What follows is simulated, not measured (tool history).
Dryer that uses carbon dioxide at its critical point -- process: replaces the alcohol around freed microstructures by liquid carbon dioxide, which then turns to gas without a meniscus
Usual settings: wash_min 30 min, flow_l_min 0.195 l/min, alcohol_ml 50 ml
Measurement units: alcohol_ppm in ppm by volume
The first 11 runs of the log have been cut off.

run	hour	wash_min	flow_l_min	alcohol_ml	alcohol_ppm
12	84.6	19	0.195	50	4078
13	92.8	19	0.195	50	4126
14	103.6	19	0.195	50	4075
15	114.0	30	0.195	50	1000
16	123.8	30	0.195	50	1007
# hour 131.0: inlet filter changed
17	131.3	30	0.195	50	642
18	139.3	30	0.195	50	638
19	146.8	30	0.195	50	617
20	153.4	30	0.195	50	642
21	162.8	30	0.195	50	666
22	169.9	30	0.195	50	630
23	177.1	30	0.195	50	651
24	185.2	25	0.259	33	305
25	193.3	31	0.275	25	76
26	201.3	36	0.157	53	754
27	207.8	36	0.157	53	777
28	218.0	36	0.157	53	778
29	222.8	30	0.137	21	954
30	231.4	27	0.183	117	2956
31	236.4	19	0.309	106	1453
32	247.0	46	0.309	23	34
33	252.7	37	0.118	23	858
34	261.7	43	0.136	23	294
35	266.2	43	0.217	23	53

Run 36 comes next. What will it give?
36	271.8	44	0.195	21	?

{"run 36": {"alcohol_ppm": 72}}
With no hidden state in the tool, this same run would have given alcohol_ppm 40 ppm by volume.
